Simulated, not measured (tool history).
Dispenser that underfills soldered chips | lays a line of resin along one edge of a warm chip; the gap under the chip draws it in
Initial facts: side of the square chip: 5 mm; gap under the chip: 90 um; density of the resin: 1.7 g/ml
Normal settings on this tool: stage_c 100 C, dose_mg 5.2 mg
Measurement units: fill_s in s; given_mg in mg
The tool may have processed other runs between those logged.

{"run": 1, "day": 0.0, "stage_c": 100, "dose_mg": 5.2, "fill_s": 11.7, "given_mg": 5.05}
{"run": 2, "day": 0.267, "stage_c": 100, "dose_mg": 5.2, "fill_s": 17, "given_mg": 4.99}
{"day": 0.442, "done": "new syringe of resin"}
{"run": 3, "day": 0.496, "stage_c": 110, "dose_mg": 5.2, "fill_s": 8.6, "given_mg": 4.93}
{"run": 4, "day": 0.667, "stage_c": 110, "dose_mg": 5.2, "fill_s": 10, "given_mg": 4.94}
{"run": 5, "day": 0.883, "stage_c": 110, "dose_mg": 5.2, "fill_s": 13.5, "given_mg": 4.97}
{"day": 0.958, "done": "new syringe of resin"}
{"run": 6, "day": 1.15, "stage_c": 110, "dose_mg": 5.2, "fill_s": 10.1, "given_mg": 4.94}
{"run": 7, "day": 1.271, "stage_c": 100, "dose_mg": 5.27, "fill_s": 15.7, "given_mg": 4.96}
{"day": 1.483, "done": "new syringe of resin"}
{"run": 8, "day": 1.492, "stage_c": 95, "dose_mg": 5.27, "fill_s": 13, "given_mg": 4.97}
{"run": 9, "day": 1.738, "stage_c": 95, "dose_mg": 5.27, "fill_s": 17.6, "given_mg": 4.98}
{"run": 10, "day": 1.929, "stage_c": 100, "dose_mg": 5.2, "fill_s": 18.3, "given_mg": 4.86}
{"day": 2.012, "done": "new syringe of resin"}
{"run": 11, "day": 2.15, "stage_c": 106, "dose_mg": 5.76, "fill_s": 10.5, "given_mg": 5.29}
{"day": 2.304, "done": "dispensing valve cleaned and set on the balance"}
{"run": 12, "day": 2.458, "stage_c": 111, "dose_mg": 4.91, "fill_s": 12.8, "given_mg": 4.85}
{"day": 2.592, "done": "new syringe of resin"}
{"run": 13, "day": 2.629, "stage_c": 98, "dose_mg": 4.78, "fill_s": 12.5, "given_mg": 4.79}
{"run": 14, "day": 2.762, "stage_c": 105, "dose_mg": 4.8, "fill_s": 11.4, "given_mg": 4.75}
{"run": 15, "day": 2.942, "stage_c": 110, "dose_mg": 6.17, "fill_s": 11.7, "given_mg": 6.12}
{"day": 3.117, "done": "new syringe of resin"}
{"run": 16, "day": 3.233, "stage_c": 113, "dose_mg": 5.06, "fill_s": 7.7, "given_mg": 5.01}
{"run": 17, "day": 3.392, "stage_c": 113, "dose_mg": 5.06, "fill_s": 9.9, "given_mg": 4.95}
{"run": 18, "day": 3.571, "stage_c": 99, "dose_mg": 4.58, "fill_s": 19, "given_mg": 4.53}
{"day": 3.633, "done": "new syringe of resin"}
{"run": 19, "day": 3.788, "stage_c": 98, "dose_mg": 5.2, "fill_s": 14.1, "given_mg": 5.07}

What if the next run were any one of these 4? Each begins from the tool's condition after run 19:
{"run": "A", "day": 4.071, "stage_c": 114, "dose_mg": 5.44, "fill_s": "?", "given_mg": "?"}
{"run": "B", "day": 4.071, "stage_c": 88, "dose_mg": 5.2, "fill_s": "?", "given_mg": "?"}
{"run": "C", "day": 4.071, "stage_c": 96, "dose_mg": 5.41, "fill_s": "?", "given_mg": "?"}
{"run": "D", "day": 4.071, "stage_c": 110, "dose_mg": 5.2, "fill_s": "?", "given_mg": "?"}

run=A fill_s=11.6 given_mg=5.31
run=B fill_s=26.3 given_mg=4.97
run=C fill_s=19.7 given_mg=5.34
run=D fill_s=12.8 given_mg=5.07
Stripped of hidden state, with their random variation kept, the same runs would have yielded:
run=A fill_s=7.1 given_mg=5.46
run=B fill_s=16.2 given_mg=5.12
run=C fill_s=12.1 given_mg=5.5
run=D fill_s=7.6 given_mg=5.22
